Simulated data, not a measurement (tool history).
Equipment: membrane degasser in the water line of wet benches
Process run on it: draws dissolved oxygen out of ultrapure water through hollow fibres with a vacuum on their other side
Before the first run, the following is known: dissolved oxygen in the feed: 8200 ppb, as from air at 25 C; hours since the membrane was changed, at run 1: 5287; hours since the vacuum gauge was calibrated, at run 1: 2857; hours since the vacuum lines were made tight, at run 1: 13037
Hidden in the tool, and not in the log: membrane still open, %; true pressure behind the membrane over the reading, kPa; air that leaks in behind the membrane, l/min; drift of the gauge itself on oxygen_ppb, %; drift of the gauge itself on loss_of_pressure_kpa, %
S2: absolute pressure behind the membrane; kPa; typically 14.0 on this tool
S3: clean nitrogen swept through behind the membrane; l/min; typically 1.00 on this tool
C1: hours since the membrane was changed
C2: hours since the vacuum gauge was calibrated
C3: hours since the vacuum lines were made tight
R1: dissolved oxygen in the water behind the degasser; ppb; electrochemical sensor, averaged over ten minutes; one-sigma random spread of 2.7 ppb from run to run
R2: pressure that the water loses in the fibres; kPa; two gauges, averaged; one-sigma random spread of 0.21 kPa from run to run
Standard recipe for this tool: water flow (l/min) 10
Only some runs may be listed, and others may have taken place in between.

run 1 hour=0.0 | water_flow_(l/min)=10 S2=14.0 S3=1.00 | C1=5287 C2=2857 C3=13037 | R1=271.0 R2=49.60
run 2 hour=158.3 | water_flow_(l/min)=10 S2=14.0 S3=1.24 | C1=5445 C2=3016 C3=13195 | R1=217.7 R2=50.10
run 3 hour=279.6 | water_flow_(l/min)=10 S2=14.0 S3=1.00 | C1=5566 C2=3137 C3=13316 | R1=269.2 R2=49.94
run 4 hour=388.4 | water_flow_(l/min)=10 S2=14.0 S3=1.00 | C1=5675 C2=3246 C3=13425 | R1=269.6 R2=50.12
run 5 hour=554.9 | water_flow_(l/min)=10 S2=14.0 S3=1.00 | C1=5842 C2=3412 C3=13592 | R1=266.6 R2=50.03
run 6 hour=683.3 | water_flow_(l/min)=10 S2=24.6 S3=1.26 | C1=5970 C2=3541 C3=13720 | R1=415.9 R2=49.62
run 7 hour=776.5 | water_flow_(l/min)=10 S2=24.6 S3=1.26 | C1=6063 C2=3634 C3=13813 | R1=403.4 R2=49.92
-- hour=878.1 vacuum gauge calibrated
run 8 hour=910.9 | water_flow_(l/min)=10 S2=24.6 S3=1.26 | C1=6197 C2=33 C3=13947 | R1=405.5 R2=50.32
run 9 hour=998.5 | water_flow_(l/min)=12 S2=9.0 S3=2.78 | C1=6285 C2=120 C3=14035 | R1=102.2 R2=60.19
run 10 hour=1091.3 | water_flow_(l/min)=10 S2=14.0 S3=0.89 | C1=6378 C2=213 C3=14128 | R1=300.7 R2=49.93

Take each entry between the runs: how does the hidden state at the last listed run before it differ from the hidden state at the first listed run after it?
From run 7 to run 8: vacuum gauge calibrated (hour 878.1)
  drift of the gauge itself on loss_of_pressure_kpa, %: 0.58 -> 0.68
  measured less the result without the state, R2: +0.30 -> +0.35 kPa
